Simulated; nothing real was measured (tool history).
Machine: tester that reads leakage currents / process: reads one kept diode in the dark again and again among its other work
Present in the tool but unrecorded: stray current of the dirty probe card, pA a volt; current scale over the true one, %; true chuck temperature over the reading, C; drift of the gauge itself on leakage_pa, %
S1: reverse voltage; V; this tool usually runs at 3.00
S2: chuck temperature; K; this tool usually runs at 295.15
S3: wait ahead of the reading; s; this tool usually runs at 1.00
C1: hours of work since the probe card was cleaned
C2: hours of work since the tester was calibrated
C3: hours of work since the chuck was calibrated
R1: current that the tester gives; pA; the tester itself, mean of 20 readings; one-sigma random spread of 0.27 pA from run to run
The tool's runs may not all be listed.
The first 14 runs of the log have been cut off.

| run | hour | S1 | S2 | S3 | C1 | C2 | C3 | R1 |
|---|---|---|---|---|---|---|---|---|
| 15 | 523.2 | 3.00 | 293.15 | 1.00 | 1152 | 1623 | 333 | 78.20 |
| 16 | 561.8 | 3.00 | 295.15 | 1.00 | 1177 | 1648 | 358 | 90.95 |
| 17 | 597.8 | 3.00 | 295.15 | 1.00 | 1201 | 1672 | 382 | 90.73 |
| 18 | 635.2 | 3.00 | 295.15 | 1.00 | 1225 | 1696 | 406 | 90.24 |
| 19 | 666.8 | 3.00 | 295.15 | 1.00 | 1246 | 1717 | 427 | 89.84 |
| 20 | 710.5 | 7.78 | 295.15 | 1.00 | 1275 | 1746 | 456 | 144.82 |
| 21 | 733.6 | 3.00 | 297.15 | 1.00 | 1290 | 1761 | 471 | 103.88 |
| 22 | 782.0 | 4.54 | 295.15 | 0.73 | 1322 | 1793 | 503 | 110.57 |
| 23 | 826.3 | 5.73 | 328.15 | 1.00 | 1351 | 1822 | 532 | 1166.48 |
| 24 | 859.3 | 1.04 | 317.15 | 4.23 | 1373 | 1844 | 554 | 259.46 |
| 25 | 905.7 | 3.90 | 317.15 | 2.00 | 1403 | 1874 | 584 | 475.19 |
| 26 | 938.9 | 3.90 | 308.15 | 0.85 | 1425 | 1896 | 606 | 258.28 |
| 27 | 975.1 | 3.90 | 308.15 | 0.85 | 1449 | 1920 | 630 | 255.53 |
| 28 | 1001.5 | 3.90 | 324.15 | 0.80 | 1466 | 1937 | 647 | 749.66 |
| 29 | 1026.5 | 3.00 | 306.15 | 3.13 | 1483 | 1954 | 664 | 195.78 |
| 30 | 1058.8 | 3.00 | 329.15 | 2.14 | 1504 | 1975 | 685 | 914.68 |
| 31 | 1103.3 | 3.00 | 329.15 | 2.14 | 1533 | 2004 | 714 | 911.42 |
| 32 | 1125.9 | 2.61 | 293.15 | 4.29 | 1548 | 2019 | 729 | 70.27 |
| 33 | 1158.7 | 2.61 | 293.15 | 4.29 | 1570 | 2041 | 751 | 70.46 |
| 34 | 1183.8 | 1.10 | 310.15 | 0.43 | 1586 | 2057 | 767 | 161.17 |
| 35 | 1229.2 | 1.32 | 315.15 | 0.63 | 1616 | 2087 | 797 | 247.95 |
|  | 1265.9 | chuck's temperature calibrated |
| 36 | 1272.5 | 2.06 | 315.15 | 3.61 | 1643 | 2114 | 4 | 333.97 |
| 37 | 1299.4 | 2.06 | 315.15 | 3.61 | 1661 | 2132 | 22 | 333.18 |
| 38 | 1335.9 | 5.68 | 299.15 | 1.00 | 1685 | 2156 | 46 | 177.28 |
| 39 | 1373.4 | 5.68 | 299.15 | 1.00 | 1710 | 2180 | 71 | 176.09 |

What if the next run were any one of these 5? Each begins from the tool's condition after run 39:
| A | 1417.6 | 1.16 | 298.15 | 4.72 | 1739 | 2210 | 100 | ? |
| B | 1417.6 | 3.00 | 302.15 | 0.70 | 1739 | 2210 | 100 | ? |
| C | 1417.6 | 5.87 | 296.15 | 1.00 | 1739 | 2210 | 100 | ? |
| D | 1417.6 | 1.81 | 296.15 | 1.00 | 1739 | 2210 | 100 | ? |
| E | 1417.6 | 1.59 | 307.15 | 3.04 | 1739 | 2210 | 100 | ? |

| run | R1 |
|---|---|
| A | 75.82 |
| B | 160.27 |
| C | 144.12 |
| D | 81.41 |
| E | 168.89 |
With the hidden condition removed and each run's random variation left untouched, the same runs would have given:
| run | R1 |
|---|---|
| A | 72.96 |
| B | 153.05 |
| C | 131.22 |
| D | 77.16 |
| E | 164.47 |
